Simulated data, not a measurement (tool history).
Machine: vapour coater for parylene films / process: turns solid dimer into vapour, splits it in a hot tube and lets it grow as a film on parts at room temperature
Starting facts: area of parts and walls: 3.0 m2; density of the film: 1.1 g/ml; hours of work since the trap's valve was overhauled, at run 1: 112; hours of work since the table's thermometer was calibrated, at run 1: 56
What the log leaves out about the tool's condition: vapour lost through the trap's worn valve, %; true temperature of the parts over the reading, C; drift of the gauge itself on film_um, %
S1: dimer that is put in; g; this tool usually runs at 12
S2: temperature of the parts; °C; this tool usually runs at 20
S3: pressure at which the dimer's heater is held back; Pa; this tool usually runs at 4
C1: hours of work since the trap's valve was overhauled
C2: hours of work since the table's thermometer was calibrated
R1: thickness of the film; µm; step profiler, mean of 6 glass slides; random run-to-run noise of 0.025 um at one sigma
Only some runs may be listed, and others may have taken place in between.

run,hour,S1,S2,S3,C1,C2,R1
1,0,12,20,4,112,56,1.87
2,11.1,12,20,4,118,62,1.9
3,33.2,12,20,4,131,75,1.92
4,51,12,20,4,141,85,1.88
5,61.6,12,20,4,147,91,1.89
6,78.9,12,20,4,157,101,1.86
7,90.3,12,20,5.49,163,107,1.81
8,104.2,12,20,5.49,171,115,1.83
9,125.3,12,20,5.49,183,127,1.86
10,147.3,12,20,5.49,195,139,1.84
11,165.9,12,20,5.49,206,150,1.8
12,189.6,12,20,4,219,163,1.85
13,209.4,12,20,4,230,174,1.86
14,225.8,12,15,4,240,183,2.34
15,236.2,12,15,5.13,245,189,2.25
16,246.9,12,15,5.13,252,195,2.25
17,271,12,15,5.13,265,209,2.25
18,281.7,12,15,5.13,271,215,2.28
19,303.6,12,20,4,284,227,1.85
20,321.9,6,20,6.25,294,238,0.91
21,341.6,6,20,6.25,305,249,0.89
22,357.6,12,16,4,314,258,2.13
23,378.7,12,16,4,326,270,2.19
24,398.5,12,16,4,337,281,2.21
25,413.4,12,16,4,345,289,2.2
26,427.4,12,20,5.27,353,297,1.79
27,450.6,6,28,11.83,366,310,0.58
28,470.6,5,30,2.96,378,322,0.51
29,486.3,5,30,2.96,387,331,0.53
30,511.5,5,30,2.96,401,345,0.48
31,535.8,9,15,7.12,415,358,1.57
32,560.7,10,21,3.5,429,373,1.43
33,576.5,12,20,5.17,438,381,1.78
34,592.2,12,27,4.39,446,390,1.3
35,606.1,12,13,4.39,454,398,2.41
36,627.4,20,17,8.33,466,410,3.2
37,639.4,10,13,3.86,473,417,2.04
38,654.7,12,25,4,482,426,1.44

Difference, measured minus no-hidden-state, one row per run. Run-to-run variation is common to both terms; the gauge's own scatter need not be:
run,R1
1,-0.05
2,-0.05
3,-0.07
4,-0.07
5,-0.07
6,-0.07
7,-0.07
8,-0.08
9,-0.07
10,-0.08
11,-0.08
12,-0.09
13,-0.09
14,-0.12
15,-0.12
16,-0.12
17,-0.12
18,-0.13
19,-0.11
20,-0.05
21,-0.06
22,-0.14
23,-0.15
24,-0.15
25,-0.15
26,-0.13
27,-0.05
28,-0.04
29,-0.04
30,-0.04
31,-0.13
32,-0.12
33,-0.15
34,-0.12
35,-0.22
36,-0.3
37,-0.2
38,-0.14
